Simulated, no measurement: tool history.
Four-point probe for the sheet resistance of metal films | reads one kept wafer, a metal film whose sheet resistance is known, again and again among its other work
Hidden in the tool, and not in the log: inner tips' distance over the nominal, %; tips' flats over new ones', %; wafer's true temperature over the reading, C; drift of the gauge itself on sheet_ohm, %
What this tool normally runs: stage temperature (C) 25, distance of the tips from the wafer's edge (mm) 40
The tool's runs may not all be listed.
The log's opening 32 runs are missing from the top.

run,hour,stage temperature (C),distance of the tips from the wafer's edge (mm),touches since the probe head was changed,hours of work since the stage's thermometer was calibrated,sheet resistance as the instrument gives it (ohm/square)
33,2626.1,19,26,15801,894,0.135563
34,2687.4,19,26,18861,942,0.135599
35,2780.6,25,4,23506,1016,0.143006
36,2861.9,25,4,27561,1080,0.143151
37,2932.2,28,40,31066,1135,0.136647
38,3026.5,28,40,35770,1210,0.136712
39,3080.9,28,25,38484,1253,0.136944
40,3168.9,28,25,42872,1322,0.137079
41,3260.5,25,13,47440,1394,0.137455
42,3307.7,35,36,49790,1431,0.137757

Predict each of these 4 candidate next runs independently; none follows another, all start after run 42:
A,3365.9,25,8,52692,1477,?
B,3365.9,27,7,52692,1477,?
C,3365.9,25,71,52692,1477,?
D,3365.9,24,39,52692,1477,?

run,sheet resistance as the instrument gives it (ohm/square)
A,0.138786
B,0.139521
C,0.136947
D,0.136934
Without the tool's hidden state the same runs would have given:
run,sheet resistance as the instrument gives it (ohm/square)
A,0.137165
B,0.137893
C,0.135346
D,0.135333
